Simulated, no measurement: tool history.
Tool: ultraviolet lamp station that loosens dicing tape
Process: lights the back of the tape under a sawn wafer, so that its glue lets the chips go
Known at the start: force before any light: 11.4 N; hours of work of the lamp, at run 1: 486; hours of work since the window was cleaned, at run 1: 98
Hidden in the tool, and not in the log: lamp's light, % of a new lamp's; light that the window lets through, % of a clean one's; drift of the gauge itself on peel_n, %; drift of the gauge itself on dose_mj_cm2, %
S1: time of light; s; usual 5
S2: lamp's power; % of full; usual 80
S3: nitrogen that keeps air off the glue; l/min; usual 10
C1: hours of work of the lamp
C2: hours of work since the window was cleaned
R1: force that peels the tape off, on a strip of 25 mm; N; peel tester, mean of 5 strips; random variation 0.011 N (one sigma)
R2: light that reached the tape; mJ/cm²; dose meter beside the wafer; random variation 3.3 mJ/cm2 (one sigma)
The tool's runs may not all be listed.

{"run": 1, "hour": 0.0, "S1": 5, "S2": 80, "S3": 10, "C1": 486, "C2": 98, "R1": 0.682, "R2": 445}
{"run": 2, "hour": 9.3, "S1": 5, "S2": 80, "S3": 10, "C1": 493, "C2": 105, "R1": 0.706, "R2": 443}
{"run": 3, "hour": 28.3, "S1": 5, "S2": 80, "S3": 10, "C1": 508, "C2": 120, "R1": 0.728, "R2": 444}
{"run": 4, "hour": 42.8, "S1": 5, "S2": 64, "S3": 10, "C1": 519, "C2": 131, "R1": 1.197, "R2": 355}
{"run": 5, "hour": 60.5, "S1": 5, "S2": 80, "S3": 10, "C1": 533, "C2": 144, "R1": 0.735, "R2": 443}
{"run": 6, "hour": 81.0, "S1": 5, "S2": 80, "S3": 10, "C1": 549, "C2": 160, "R1": 0.754, "R2": 433}
{"run": 7, "hour": 99.5, "S1": 5, "S2": 80, "S3": 10, "C1": 563, "C2": 175, "R1": 0.746, "R2": 435}
{"run": 8, "hour": 120.5, "S1": 5, "S2": 80, "S3": 10, "C1": 579, "C2": 191, "R1": 0.777, "R2": 434}
{"run": 9, "hour": 132.0, "S1": 5, "S2": 80, "S3": 5, "C1": 588, "C2": 200, "R1": 1.289, "R2": 427}
{"hour": 133.7, "done": "window cleaned of glue's vapour"}
{"run": 10, "hour": 141.4, "S1": 5, "S2": 80, "S3": 10, "C1": 595, "C2": 6, "R1": 0.798, "R2": 418}
{"run": 11, "hour": 161.0, "S1": 5, "S2": 80, "S3": 10, "C1": 610, "C2": 21, "R1": 0.837, "R2": 422}
{"run": 12, "hour": 178.2, "S1": 5, "S2": 80, "S3": 4, "C1": 624, "C2": 35, "R1": 1.728, "R2": 410}
{"run": 13, "hour": 194.2, "S1": 5, "S2": 80, "S3": 4, "C1": 636, "C2": 47, "R1": 1.714, "R2": 419}
{"run": 14, "hour": 206.8, "S1": 5, "S2": 80, "S3": 4, "C1": 646, "C2": 57, "R1": 1.732, "R2": 410}
{"run": 15, "hour": 225.1, "S1": 2, "S2": 80, "S3": 12, "C1": 660, "C2": 71, "R1": 3.564, "R2": 162}
{"hour": 240.7, "done": "window cleaned of glue's vapour, once more"}
{"run": 16, "hour": 240.7, "S1": 2, "S2": 80, "S3": 12, "C1": 672, "C2": 0, "R1": 3.355, "R2": 176}
{"run": 17, "hour": 259.6, "S1": 5, "S2": 80, "S3": 14, "C1": 686, "C2": 15, "R1": 0.594, "R2": 435}

Run 18 comes next. What will it give?
{"run": 18, "hour": 270.5, "S1": 8, "S2": 78, "S3": 16, "C1": 695, "C2": 23, "R1": "?", "R2": "?"}

R1: 0.213 N
R2: 677 mJ/cm²
Without the tool's hidden state the same run would have given R1 0.175 N, R2 814 mJ/cm².

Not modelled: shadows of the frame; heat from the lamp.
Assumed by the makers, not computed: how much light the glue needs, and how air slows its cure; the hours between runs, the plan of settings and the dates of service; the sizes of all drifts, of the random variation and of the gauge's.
